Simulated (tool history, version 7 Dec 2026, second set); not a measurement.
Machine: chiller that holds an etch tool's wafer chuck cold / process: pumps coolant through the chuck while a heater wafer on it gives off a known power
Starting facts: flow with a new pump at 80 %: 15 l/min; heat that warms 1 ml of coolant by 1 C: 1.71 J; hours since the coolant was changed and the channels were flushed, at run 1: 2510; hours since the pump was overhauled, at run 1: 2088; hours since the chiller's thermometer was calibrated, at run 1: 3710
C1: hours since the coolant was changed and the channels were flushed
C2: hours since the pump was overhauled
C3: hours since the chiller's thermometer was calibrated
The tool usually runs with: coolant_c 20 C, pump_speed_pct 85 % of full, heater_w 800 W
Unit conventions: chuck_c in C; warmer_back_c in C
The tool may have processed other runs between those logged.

{"run": 1, "hour": 0.0, "coolant_c": 20, "pump_speed_pct": 85, "heater_w": 800, "C1": 2510, "C2": 2088, "C3": 3710, "chuck_c": 26.29, "warmer_back_c": 1.87}
{"run": 2, "hour": 45.3, "coolant_c": 20, "pump_speed_pct": 85, "heater_w": 514, "C1": 2555, "C2": 2134, "C3": 3756, "chuck_c": 23.89, "warmer_back_c": 1.17}
{"run": 3, "hour": 90.1, "coolant_c": 20, "pump_speed_pct": 85, "heater_w": 514, "C1": 2600, "C2": 2179, "C3": 3800, "chuck_c": 23.88, "warmer_back_c": 1.16}
{"run": 4, "hour": 127.7, "coolant_c": 20, "pump_speed_pct": 85, "heater_w": 514, "C1": 2638, "C2": 2216, "C3": 3838, "chuck_c": 24.01, "warmer_back_c": 1.17}
{"run": 5, "hour": 172.1, "coolant_c": 20, "pump_speed_pct": 85, "heater_w": 514, "C1": 2682, "C2": 2261, "C3": 3882, "chuck_c": 23.91, "warmer_back_c": 1.2}
{"run": 6, "hour": 216.9, "coolant_c": 20, "pump_speed_pct": 85, "heater_w": 800, "C1": 2727, "C2": 2305, "C3": 3927, "chuck_c": 26.25, "warmer_back_c": 1.85}
{"run": 7, "hour": 248.4, "coolant_c": 20, "pump_speed_pct": 61, "heater_w": 800, "C1": 2758, "C2": 2337, "C3": 3959, "chuck_c": 27.5, "warmer_back_c": 2.64}
{"run": 8, "hour": 292.4, "coolant_c": 20, "pump_speed_pct": 61, "heater_w": 800, "C1": 2802, "C2": 2381, "C3": 4003, "chuck_c": 27.38, "warmer_back_c": 2.64}
{"run": 9, "hour": 327.5, "coolant_c": 20, "pump_speed_pct": 85, "heater_w": 637, "C1": 2837, "C2": 2416, "C3": 4038, "chuck_c": 24.85, "warmer_back_c": 1.48}
{"run": 10, "hour": 357.6, "coolant_c": 20, "pump_speed_pct": 85, "heater_w": 637, "C1": 2868, "C2": 2446, "C3": 4068, "chuck_c": 24.9, "warmer_back_c": 1.42}
{"run": 11, "hour": 388.4, "coolant_c": 15, "pump_speed_pct": 85, "heater_w": 637, "C1": 2898, "C2": 2477, "C3": 4099, "chuck_c": 19.93, "warmer_back_c": 1.49}
{"hour": 393.3, "done": "chiller's thermometer calibrated"}
{"run": 12, "hour": 427.9, "coolant_c": 15, "pump_speed_pct": 85, "heater_w": 637, "C1": 2937, "C2": 2515, "C3": 35, "chuck_c": 19.81, "warmer_back_c": 1.44}
{"run": 13, "hour": 479.3, "coolant_c": 15, "pump_speed_pct": 85, "heater_w": 637, "C1": 2988, "C2": 2567, "C3": 86, "chuck_c": 20.06, "warmer_back_c": 1.45}
{"run": 14, "hour": 516.4, "coolant_c": 15, "pump_speed_pct": 85, "heater_w": 637, "C1": 3025, "C2": 2604, "C3": 123, "chuck_c": 19.92, "warmer_back_c": 1.46}
{"run": 15, "hour": 541.9, "coolant_c": 15, "pump_speed_pct": 85, "heater_w": 637, "C1": 3051, "C2": 2629, "C3": 149, "chuck_c": 19.9, "warmer_back_c": 1.52}
{"run": 16, "hour": 573.3, "coolant_c": 15, "pump_speed_pct": 85, "heater_w": 637, "C1": 3082, "C2": 2661, "C3": 180, "chuck_c": 19.91, "warmer_back_c": 1.51}
{"run": 17, "hour": 598.8, "coolant_c": 14, "pump_speed_pct": 85, "heater_w": 599, "C1": 3108, "C2": 2686, "C3": 205, "chuck_c": 18.48, "warmer_back_c": 1.36}
{"run": 18, "hour": 624.6, "coolant_c": 20, "pump_speed_pct": 94, "heater_w": 800, "C1": 3133, "C2": 2712, "C3": 231, "chuck_c": 25.95, "warmer_back_c": 1.63}
{"hour": 641.6, "done": "chiller's thermometer calibrated, once more"}
{"run": 19, "hour": 650.9, "coolant_c": 13, "pump_speed_pct": 86, "heater_w": 800, "C1": 3159, "C2": 2737, "C3": 9, "chuck_c": 19.47, "warmer_back_c": 1.83}
{"run": 20, "hour": 683.8, "coolant_c": 13, "pump_speed_pct": 86, "heater_w": 800, "C1": 3192, "C2": 2770, "C3": 42, "chuck_c": 19.47, "warmer_back_c": 1.84}
{"run": 21, "hour": 723.9, "coolant_c": 13, "pump_speed_pct": 81, "heater_w": 755, "C1": 3232, "C2": 2810, "C3": 82, "chuck_c": 19.39, "warmer_back_c": 1.83}
{"run": 22, "hour": 754.5, "coolant_c": 20, "pump_speed_pct": 79, "heater_w": 800, "C1": 3262, "C2": 2841, "C3": 113, "chuck_c": 26.8, "warmer_back_c": 2.05}
{"run": 23, "hour": 805.2, "coolant_c": 19, "pump_speed_pct": 97, "heater_w": 534, "C1": 3313, "C2": 2892, "C3": 164, "chuck_c": 23.1, "warmer_back_c": 1.11}
{"run": 24, "hour": 837.4, "coolant_c": 30, "pump_speed_pct": 97, "heater_w": 1116, "C1": 3345, "C2": 2924, "C3": 196, "chuck_c": 38.49, "warmer_back_c": 2.25}
{"run": 25, "hour": 863.4, "coolant_c": 20, "pump_speed_pct": 86, "heater_w": 593, "C1": 3371, "C2": 2950, "C3": 222, "chuck_c": 24.96, "warmer_back_c": 1.39}
{"run": 26, "hour": 894.3, "coolant_c": 20, "pump_speed_pct": 63, "heater_w": 824, "C1": 3402, "C2": 2981, "C3": 253, "chuck_c": 28, "warmer_back_c": 2.67}
{"run": 27, "hour": 935.0, "coolant_c": 20, "pump_speed_pct": 64, "heater_w": 824, "C1": 3443, "C2": 3021, "C3": 293, "chuck_c": 27.82, "warmer_back_c": 2.57}
{"run": 28, "hour": 956.2, "coolant_c": 22, "pump_speed_pct": 85, "heater_w": 1132, "C1": 3464, "C2": 3043, "C3": 315, "chuck_c": 31.25, "warmer_back_c": 2.67}
{"run": 29, "hour": 990.1, "coolant_c": 22, "pump_speed_pct": 85, "heater_w": 596, "C1": 3498, "C2": 3077, "C3": 349, "chuck_c": 26.94, "warmer_back_c": 1.38}
{"run": 30, "hour": 1029.7, "coolant_c": 30, "pump_speed_pct": 85, "heater_w": 800, "C1": 3538, "C2": 3116, "C3": 388, "chuck_c": 36.44, "warmer_back_c": 1.87}
{"run": 31, "hour": 1052.4, "coolant_c": 21, "pump_speed_pct": 85, "heater_w": 1184, "C1": 3560, "C2": 3139, "C3": 411, "chuck_c": 30.66, "warmer_back_c": 2.8}
{"run": 32, "hour": 1085.0, "coolant_c": 13, "pump_speed_pct": 67, "heater_w": 747, "C1": 3593, "C2": 3171, "C3": 443, "chuck_c": 19.89, "warmer_back_c": 2.26}

For each run, the measured value with the value that run would have given without the tool's hidden condition subtracted. The run-to-run variation is shared by both, the gauge scatter possibly not:
The hidden state here: heat passed by the chuck's channels, % of clean ones'; flow at a given pump speed, % of a new pump's; coolant's true temperature over the reading, C; drift of the gauge itself on chuck_c, C; drift of the gauge itself on warmer_back_c, C.
run=1 chuck_c=+0.18 warmer_back_c=+0.08
run=2 chuck_c=+0.05 warmer_back_c=+0.05
run=3 chuck_c=+0.05 warmer_back_c=+0.06
run=4 chuck_c=+0.05 warmer_back_c=+0.05
run=5 chuck_c=+0.05 warmer_back_c=+0.06
run=6 chuck_c=+0.2 warmer_back_c=+0.09
run=7 chuck_c=+0.28 warmer_back_c=+0.13
run=8 chuck_c=+0.29 warmer_back_c=+0.13
run=9 chuck_c=+0.12 warmer_back_c=+0.08
run=10 chuck_c=+0.13 warmer_back_c=+0.07
run=11 chuck_c=+0.13 warmer_back_c=+0.08
run=12 chuck_c=+0.1 warmer_back_c=+0.08
run=13 chuck_c=+0.1 warmer_back_c=+0.09
run=14 chuck_c=+0.11 warmer_back_c=+0.09
run=15 chuck_c=+0.1 warmer_back_c=+0.09
run=16 chuck_c=+0.11 warmer_back_c=+0.09
run=17 chuck_c=+0.09 warmer_back_c=+0.09
run=18 chuck_c=+0.19 warmer_back_c=+0.1
run=19 chuck_c=+0.46 warmer_back_c=+0.11
run=20 chuck_c=+0.47 warmer_back_c=+0.11
run=21 chuck_c=+0.46 warmer_back_c=+0.11
run=22 chuck_c=+0.5 warmer_back_c=+0.12
run=23 chuck_c=+0.3 warmer_back_c=+0.07
run=24 chuck_c=+0.65 warmer_back_c=+0.15
run=25 chuck_c=+0.36 warmer_back_c=+0.09
run=26 chuck_c=+0.6 warmer_back_c=+0.17
run=27 chuck_c=+0.61 warmer_back_c=+0.17
run=28 chuck_c=+0.73 warmer_back_c=+0.18
run=29 chuck_c=+0.38 warmer_back_c=+0.09
run=30 chuck_c=+0.52 warmer_back_c=+0.13
run=31 chuck_c=+0.78 warmer_back_c=+0.19
run=32 chuck_c=+0.55 warmer_back_c=+0.16
